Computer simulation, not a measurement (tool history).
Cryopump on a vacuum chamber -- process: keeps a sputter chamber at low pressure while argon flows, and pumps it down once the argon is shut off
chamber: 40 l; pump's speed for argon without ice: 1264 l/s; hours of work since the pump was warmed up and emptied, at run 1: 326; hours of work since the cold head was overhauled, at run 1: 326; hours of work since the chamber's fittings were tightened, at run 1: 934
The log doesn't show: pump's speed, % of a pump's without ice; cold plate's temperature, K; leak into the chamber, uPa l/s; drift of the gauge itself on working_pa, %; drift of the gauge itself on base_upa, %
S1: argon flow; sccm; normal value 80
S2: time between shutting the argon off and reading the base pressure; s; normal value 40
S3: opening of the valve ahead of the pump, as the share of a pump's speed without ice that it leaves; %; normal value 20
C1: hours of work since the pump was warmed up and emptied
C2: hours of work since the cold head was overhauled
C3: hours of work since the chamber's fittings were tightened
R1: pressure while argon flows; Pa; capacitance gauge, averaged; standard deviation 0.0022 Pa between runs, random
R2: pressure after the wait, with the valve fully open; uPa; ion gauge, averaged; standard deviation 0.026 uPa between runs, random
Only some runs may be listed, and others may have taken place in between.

run 1 hour=0 | S1=80 S2=40 S3=20 | C1=326 C2=326 C3=934 | R1=0.5442 R2=1.47
run 2 hour=13.5 | S1=80 S2=42 S3=20 | C1=337 C2=337 C3=945 | R1=0.5475 R2=1.42
run 3 hour=27.9 | S1=80 S2=42 S3=20 | C1=348 C2=348 C3=957 | R1=0.5499 R2=1.38
run 4 hour=41.5 | S1=80 S2=152 S3=20 | C1=359 C2=359 C3=967 | R1=0.5502 R2=0.82
run 5 hour=60.6 | S1=80 S2=152 S3=20 | C1=374 C2=374 C3=983 | R1=0.5502 R2=0.82
run 6 hour=70.8 | S1=80 S2=152 S3=20 | C1=383 C2=383 C3=991 | R1=0.5477 R2=0.9
run 7 hour=78.8 | S1=80 S2=152 S3=20 | C1=389 C2=389 C3=997 | R1=0.5489 R2=0.88
run 8 hour=87.2 | S1=80 S2=152 S3=20 | C1=396 C2=396 C3=1004 | R1=0.5475 R2=0.86
run 9 hour=96.1 | S1=80 S2=152 S3=20 | C1=403 C2=403 C3=1011 | R1=0.5487 R2=0.88
run 10 hour=111.6 | S1=80 S2=152 S3=20 | C1=415 C2=415 C3=1024 | R1=0.5503 R2=0.85
run 11 hour=122.4 | S1=80 S2=40 S3=20 | C1=424 C2=424 C3=1032 | R1=0.5542 R2=1.56
-- hour=144.9 pump warmed up, emptied and cooled again
run 12 hour=145.9 | S1=80 S2=40 S3=20 | C1=1 C2=439 C3=1047 | R1=0.5337 R2=1.47
run 13 hour=156 | S1=80 S2=40 S3=20 | C1=9 C2=447 C3=1055 | R1=0.5343 R2=1.42
run 14 hour=167.4 | S1=80 S2=40 S3=22 | C1=18 C2=456 C3=1064 | R1=0.4844 R2=1.44
run 15 hour=179.3 | S1=80 S2=40 S3=22 | C1=27 C2=465 C3=1074 | R1=0.4916 R2=1.46
run 16 hour=190.1 | S1=61 S2=69 S3=19 | C1=36 C2=474 C3=1082 | R1=0.4302 R2=1.12
run 17 hour=207.2 | S1=74 S2=69 S3=59 | C1=50 C2=488 C3=1096 | R1=0.1706 R2=1.18
run 18 hour=220.4 | S1=126 S2=69 S3=59 | C1=60 C2=498 C3=1107 | R1=0.2914 R2=1.14
run 19 hour=235.4 | S1=126 S2=69 S3=59 | C1=72 C2=510 C3=1118 | R1=0.2916 R2=1.15
run 20 hour=250.4 | S1=80 S2=88 S3=53 | C1=84 C2=522 C3=1130 | R1=0.2057 R2=0.96
run 21 hour=270 | S1=42 S2=88 S3=53 | C1=100 C2=538 C3=1146 | R1=0.1084 R2=1.01
run 22 hour=280.3 | S1=42 S2=89 S3=29 | C1=108 C2=546 C3=1154 | R1=0.1963 R2=1.02
run 23 hour=292 | S1=39 S2=248 S3=20 | C1=118 C2=555 C3=1164 | R1=0.2647 R2=0.77
run 24 hour=302.1 | S1=39 S2=248 S3=20 | C1=126 C2=563 C3=1172 | R1=0.2639 R2=0.79
run 25 hour=318 | S1=39 S2=248 S3=20 | C1=138 C2=576 C3=1184 | R1=0.2647 R2=0.82
run 26 hour=336.8 | S1=42 S2=40 S3=20 | C1=153 C2=591 C3=1200 | R1=0.2813 R2=1.52
run 27 hour=348.5 | S1=42 S2=210 S3=20 | C1=163 C2=600 C3=1209 | R1=0.2839 R2=0.82

Consider 5 possible next runs. They are alternatives, not a sequence: every one starts from the tool as it was left by run 27. What does each give?
run A hour=365.5 | S1=115 S2=63 S3=40 | C1=176 C2=614 C3=1222 | R1=? R2=?
run B hour=365.5 | S1=135 S2=210 S3=19 | C1=176 C2=614 C3=1222 | R1=? R2=?
run C hour=365.5 | S1=49 S2=210 S3=30 | C1=176 C2=614 C3=1222 | R1=? R2=?
run D hour=365.5 | S1=45 S2=40 S3=24 | C1=176 C2=614 C3=1222 | R1=? R2=?
run E hour=365.5 | S1=37 S2=40 S3=20 | C1=176 C2=614 C3=1222 | R1=? R2=?

run=A R1=0.3929 R2=1.21
run=B R1=0.9642 R2=0.83
run=C R1=0.2229 R2=0.86
run=D R1=0.255 R2=1.5
run=E R1=0.2502 R2=1.52
The same runs, with their run-to-run variation unchanged, on a tool lacking any hidden condition would have given:
run=A R1=0.3823 R2=0.79
run=B R1=0.9516 R2=0.41
run=C R1=0.2183 R2=0.44
run=D R1=0.2508 R2=1.07
run=E R1=0.2468 R2=1.09
